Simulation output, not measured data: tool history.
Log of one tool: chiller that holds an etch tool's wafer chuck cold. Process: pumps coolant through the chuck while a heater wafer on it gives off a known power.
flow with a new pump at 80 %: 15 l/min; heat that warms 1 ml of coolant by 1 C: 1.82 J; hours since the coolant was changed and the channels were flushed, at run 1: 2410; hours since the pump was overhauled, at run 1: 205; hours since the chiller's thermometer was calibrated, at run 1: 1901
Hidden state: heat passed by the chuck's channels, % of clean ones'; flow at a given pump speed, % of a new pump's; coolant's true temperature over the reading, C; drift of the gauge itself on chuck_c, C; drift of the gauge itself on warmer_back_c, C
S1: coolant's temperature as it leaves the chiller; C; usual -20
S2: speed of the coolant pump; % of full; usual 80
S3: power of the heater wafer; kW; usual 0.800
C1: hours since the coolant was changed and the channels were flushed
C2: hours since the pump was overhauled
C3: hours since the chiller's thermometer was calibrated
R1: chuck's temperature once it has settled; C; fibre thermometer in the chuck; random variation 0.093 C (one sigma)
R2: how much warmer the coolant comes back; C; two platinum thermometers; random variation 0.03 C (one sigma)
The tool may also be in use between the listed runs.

run 1 hour=0.0 | S1=-20 S2=80 S3=0.800 | C1=2410 C2=205 C3=1901 | R1=-15.14 R2=1.75
run 2 hour=26.1 | S1=-20 S2=80 S3=0.691 | C1=2436 C2=232 C3=1928 | R1=-15.90 R2=1.53
run 3 hour=51.7 | S1=-20 S2=80 S3=0.800 | C1=2462 C2=257 C3=1953 | R1=-15.16 R2=1.75
run 4 hour=94.6 | S1=-20 S2=64 S3=0.800 | C1=2505 C2=300 C3=1996 | R1=-14.03 R2=2.22
run 5 hour=136.9 | S1=-20 S2=64 S3=0.800 | C1=2547 C2=342 C3=2038 | R1=-13.92 R2=2.19
run 6 hour=193.5 | S1=-20 S2=64 S3=0.800 | C1=2604 C2=399 C3=2095 | R1=-13.91 R2=2.21
run 7 hour=257.0 | S1=-20 S2=64 S3=0.800 | C1=2667 C2=462 C3=2158 | R1=-14.04 R2=2.23
run 8 hour=292.8 | S1=-20 S2=64 S3=0.800 | C1=2703 C2=498 C3=2194 | R1=-14.03 R2=2.21
run 9 hour=353.6 | S1=-20 S2=64 S3=0.800 | C1=2764 C2=559 C3=2255 | R1=-13.88 R2=2.22
run 10 hour=407.2 | S1=-20 S2=64 S3=0.800 | C1=2817 C2=613 C3=2309 | R1=-13.93 R2=2.23
run 11 hour=437.3 | S1=-20 S2=80 S3=0.800 | C1=2848 C2=643 C3=2339 | R1=-15.03 R2=1.79
run 12 hour=471.7 | S1=-20 S2=80 S3=0.800 | C1=2882 C2=677 C3=2373 | R1=-14.99 R2=1.78
-- hour=475.7 chiller's thermometer calibrated
run 13 hour=511.8 | S1=-20 S2=80 S3=0.800 | C1=2921 C2=716 C3=36 | R1=-15.30 R2=1.81
run 14 hour=561.1 | S1=-20 S2=80 S3=0.697 | C1=2970 C2=766 C3=85 | R1=-16.18 R2=1.53
run 15 hour=596.0 | S1=-20 S2=80 S3=0.697 | C1=3005 C2=800 C3=120 | R1=-15.93 R2=1.55
-- hour=618.1 chiller's thermometer calibrated, once more
run 16 hour=628.9 | S1=-20 S2=80 S3=1.142 | C1=3037 C2=832 C3=11 | R1=-12.73 R2=2.51
run 17 hour=655.5 | S1=-20 S2=72 S3=0.800 | C1=3064 C2=859 C3=37 | R1=-14.28 R2=2.00
run 18 hour=694.0 | S1=-20 S2=96 S3=0.800 | C1=3102 C2=897 C3=76 | R1=-15.71 R2=1.46
run 19 hour=744.3 | S1=-20 S2=96 S3=0.800 | C1=3153 C2=948 C3=126 | R1=-15.51 R2=1.45
run 20 hour=778.1 | S1=-20 S2=96 S3=0.800 | C1=3186 C2=982 C3=160 | R1=-15.67 R2=1.48
run 21 hour=830.1 | S1=-27 S2=73 S3=0.955 | C1=3238 C2=1034 C3=212 | R1=-20.42 R2=2.32
run 22 hour=859.0 | S1=-22 S2=80 S3=0.771 | C1=3267 C2=1062 C3=241 | R1=-17.09 R2=1.75
run 23 hour=907.5 | S1=-16 S2=80 S3=0.522 | C1=3316 C2=1111 C3=289 | R1=-12.61 R2=1.20
run 24 hour=946.4 | S1=-15 S2=80 S3=0.625 | C1=3355 C2=1150 C3=328 | R1=-10.99 R2=1.38
run 25 hour=976.2 | S1=-20 S2=80 S3=0.426 | C1=3384 C2=1180 C3=358 | R1=-17.37 R2=0.97
run 26 hour=1014.2 | S1=-20 S2=80 S3=1.141 | C1=3422 C2=1218 C3=396 | R1=-12.65 R2=2.56
run 27 hour=1059.9 | S1=-20 S2=80 S3=1.141 | C1=3468 C2=1263 C3=442 | R1=-12.60 R2=2.60
run 28 hour=1092.2 | S1=-20 S2=80 S3=0.800 | C1=3500 C2=1296 C3=474 | R1=-14.89 R2=1.81
run 29 hour=1125.2 | S1=-26 S2=80 S3=1.110 | C1=3533 C2=1329 C3=507 | R1=-18.79 R2=2.47
run 30 hour=1185.2 | S1=-26 S2=80 S3=1.110 | C1=3593 C2=1389 C3=567 | R1=-18.91 R2=2.50
run 31 hour=1212.4 | S1=-26 S2=80 S3=1.110 | C1=3621 C2=1416 C3=594 | R1=-18.87 R2=2.49

5 ways to go on from here, each from the tool as it stands after run 31. What would each give?
run A hour=1255.7 | S1=-22 S2=98 S3=0.853 | C1=3664 C2=1459 C3=638 | R1=? R2=?
run B hour=1255.7 | S1=-23 S2=73 S3=0.563 | C1=3664 C2=1459 C3=638 | R1=? R2=?
run C hour=1255.7 | S1=-27 S2=80 S3=0.761 | C1=3664 C2=1459 C3=638 | R1=? R2=?
run D hour=1255.7 | S1=-25 S2=80 S3=0.645 | C1=3664 C2=1459 C3=638 | R1=? R2=?
run E hour=1255.7 | S1=-26 S2=80 S3=0.489 | C1=3664 C2=1459 C3=638 | R1=? R2=?

run=A R1=-17.38 R2=1.57
run=B R1=-19.16 R2=1.41
run=C R1=-22.26 R2=1.72
run=D R1=-20.79 R2=1.42
run=E R1=-23.10 R2=1.12
Without the tool's hidden state the same runs would have given:
run=A R1=-17.57 R2=1.52
run=B R1=-19.29 R2=1.37
run=C R1=-22.47 R2=1.66
run=D R1=-20.94 R2=1.38
run=E R1=-23.17 R2=1.08
